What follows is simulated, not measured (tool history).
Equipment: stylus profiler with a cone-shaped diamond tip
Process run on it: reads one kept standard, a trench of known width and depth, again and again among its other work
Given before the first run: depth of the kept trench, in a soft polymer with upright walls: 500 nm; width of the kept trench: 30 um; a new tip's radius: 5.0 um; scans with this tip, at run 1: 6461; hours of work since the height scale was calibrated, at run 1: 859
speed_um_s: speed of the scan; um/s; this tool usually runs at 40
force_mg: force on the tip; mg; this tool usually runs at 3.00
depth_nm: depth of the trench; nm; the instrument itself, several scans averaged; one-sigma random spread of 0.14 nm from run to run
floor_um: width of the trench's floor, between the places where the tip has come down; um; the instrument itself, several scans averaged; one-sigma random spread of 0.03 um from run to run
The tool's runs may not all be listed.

run,hour,speed_um_s,force_mg,scans with this tip,hours of work since the height scale was calibrated,depth_nm,floor_um
1,0.0,40,3.00,6461,859,505.44,25.43
2,92.9,40,1.26,6788,903,502.88,25.40
3,185.2,40,1.37,7113,946,503.00,25.41
4,284.9,40,4.35,7464,992,506.72,25.51
5,335.8,117,3.00,7643,1016,505.43,25.12
6,448.5,26,3.00,8039,1069,505.43,25.59
7,564.5,26,3.00,8447,1123,505.40,25.50
8,659.4,24,3.00,8781,1168,505.47,25.51
9,725.5,24,3.00,9014,1198,505.29,25.54
10,839.0,40,3.00,9413,1252,505.33,25.47
11,933.4,40,3.34,9745,1296,505.58,25.48
12,1004.8,40,3.34,9996,1329,505.58,25.50
13,1075.5,14,3.00,10245,1362,505.26,25.56
14,1169.9,14,3.00,10577,1406,505.34,25.54
# hour 1240.9: height scale calibrated on a step standard
15,1272.9,14,3.00,10938,15,505.25,25.59
16,1389.5,14,3.00,11348,70,505.30,25.59
17,1499.3,14,3.00,11734,121,505.48,25.57
18,1572.5,14,3.00,11992,155,505.38,25.62
19,1677.1,14,3.00,12360,204,505.20,25.54
20,1767.3,40,3.00,12677,246,505.45,25.48
21,1821.3,40,3.00,12867,272,505.57,25.44
22,1872.3,40,3.00,13047,295,505.46,25.52
23,1986.7,40,3.00,13449,349,505.26,25.43
24,2106.8,39,1.73,13872,405,503.63,25.36
25,2189.8,17,1.66,14164,444,503.66,25.51
26,2309.9,121,4.23,14586,500,506.50,25.21
27,2431.7,121,4.23,15015,557,506.82,25.23
28,2530.9,61,2.23,15364,603,504.28,25.28
29,2592.1,61,2.23,15579,632,504.59,25.35
30,2662.7,61,2.23,15827,665,504.43,25.39
31,2779.7,21,4.32,16239,720,506.96,25.57
32,2892.9,21,4.32,16637,773,507.31,25.57
33,3006.3,40,3.93,17036,826,506.70,25.56
34,3121.5,11,2.01,17442,880,504.24,25.59
35,3190.0,11,2.01,17682,912,503.93,25.57
36,3252.0,11,2.01,17901,941,504.02,25.54
37,3316.5,11,2.01,18128,971,504.06,25.55
38,3423.4,77,2.01,18504,1021,503.92,25.18
39,3481.4,48,1.15,18708,1048,503.02,25.27
40,3598.4,48,1.15,19119,1103,502.82,25.23
41,3700.2,48,1.15,19478,1150,502.75,25.32
42,3810.4,48,1.15,19865,1202,502.76,25.27
43,3930.1,40,4.79,20287,1258,507.41,25.52
44,4049.7,40,4.79,20707,1314,507.09,25.49
45,4153.0,40,4.79,21071,1362,507.20,25.48

Consider 3 possible next runs. They are alternatives, not a sequence: every one starts from the tool as it was left by run 45. What does each give?
A,4257.0,40,8.77,21437,1411,?,?
B,4257.0,70,4.06,21437,1411,?,?
C,4257.0,35,1.47,21437,1411,?,?

run,depth_nm,floor_um
A,510.88,25.58
B,506.56,25.39
C,503.17,25.39
With no hidden state in the tool, these same runs would have given:
run,depth_nm,floor_um
A,510.86,25.61
B,506.55,25.42
C,503.15,25.42
